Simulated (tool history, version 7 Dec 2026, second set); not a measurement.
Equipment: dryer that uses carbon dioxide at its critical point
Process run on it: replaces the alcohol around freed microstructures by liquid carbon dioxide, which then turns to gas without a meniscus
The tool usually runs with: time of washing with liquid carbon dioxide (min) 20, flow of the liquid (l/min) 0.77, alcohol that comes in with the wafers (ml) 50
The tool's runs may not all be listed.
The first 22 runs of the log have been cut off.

run   hour  time of washing with liquid carbon dioxide (min)  flow of the liquid (l/min)  alcohol that comes in with the wafers (ml)  hours of work since the filter was changed  hours of work since the purifier's bed was changed  alcohol left in the vessel before it's heated (ppm by volume)
 23  405.5                                                20                        0.77                                          50                                         204                                                 456                                                            192
 24  426.5                                                13                       1.053                                          50                                         219                                                 471                                                            239
 25  454.6                                                20                       1.197                                          75                                         239                                                 491                                                            182
 26  473.5                                                20                       1.057                                          72                                         253                                                 505                                                            185
 27  490.2                                                18                       0.533                                          72                                         265                                                 517                                                            697
 28  509.8                                                18                        0.77                                         110                                         279                                                 531                                                            320
 29  525.4                                                18                        0.77                                         110                                         290                                                 542                                                            324
 30  542.5                                                16                       1.185                                          20                                         303                                                 554                                                            209
 31  555.9                                                16                       0.505                                          25                                         312                                                 564                                                            586
 32  567.3                                                18                       1.028                                          50                                         320                                                 572                                                            222
 33  585.2                                                18                       0.475                                          50                                         333                                                 585                                                            832
 34  609.7                                                18                        0.87                                          72                                         351                                                 603                                                            267
 35  634.7                                                18                        0.87                                          72                                         369                                                 621                                                            277
 36  655.5                                                27                        0.87                                          72                                         384                                                 636                                                            237
     680.5  -- purifier's bed changed
 37  685.8                                                21                        0.77                                          33                                         403                                                   4                                                             33
 38  704.9                                                21                        0.77                                          33                                         417                                                  18                                                             31
 39  730.5                                                21                        0.77                                          33                                         436                                                  36                                                             33
     742.1  -- inlet filter changed
 40  751.2                                                24                        0.77                                          24                                           7                                                  50                                                             23
 41  776.1                                                20                       0.591                                          24                                          24                                                  68                                                             78
 42    795                                                15                       0.947                                          44                                          38                                                  82                                                             58
 43  818.9                                                18                       0.643                                         115                                          55                                                  99                                                            278
 44  843.3                                                18                       0.643                                         113                                          73                                                 116                                                            284
 45    858                                                22                       0.643                                          36                                          83                                                 127                                                             61
 46  872.9                                                20                       0.984                                          56                                          94                                                 138                                                             51

Predict each of these 5 candidate next runs independently; none follows another, all start after run 46:
  A  891.2                                                29                        0.77                                          50                                         107                                                 151                                                              ?
  B  891.2                                                20                       0.612                                          41                                         107                                                 151                                                              ?
  C  891.2                                                25                       0.739                                          38                                         107                                                 151                                                              ?
  D  891.2                                                30                       0.956                                          50                                         107                                                 151                                                              ?
  E  891.2                                                16                       1.198                                          84                                         107                                                 151                                                              ?

run  alcohol left in the vessel before it's heated (ppm by volume)
  A                                                             56
  B                                                            120
  C                                                             59
  D                                                             62
  E                                                             56
With the hidden condition removed and each run's random variation left untouched, the same runs would have given:
run  alcohol left in the vessel before it's heated (ppm by volume)
  A                                                              4
  B                                                             56
  C                                                              7
  D                                                              9
  E                                                              3

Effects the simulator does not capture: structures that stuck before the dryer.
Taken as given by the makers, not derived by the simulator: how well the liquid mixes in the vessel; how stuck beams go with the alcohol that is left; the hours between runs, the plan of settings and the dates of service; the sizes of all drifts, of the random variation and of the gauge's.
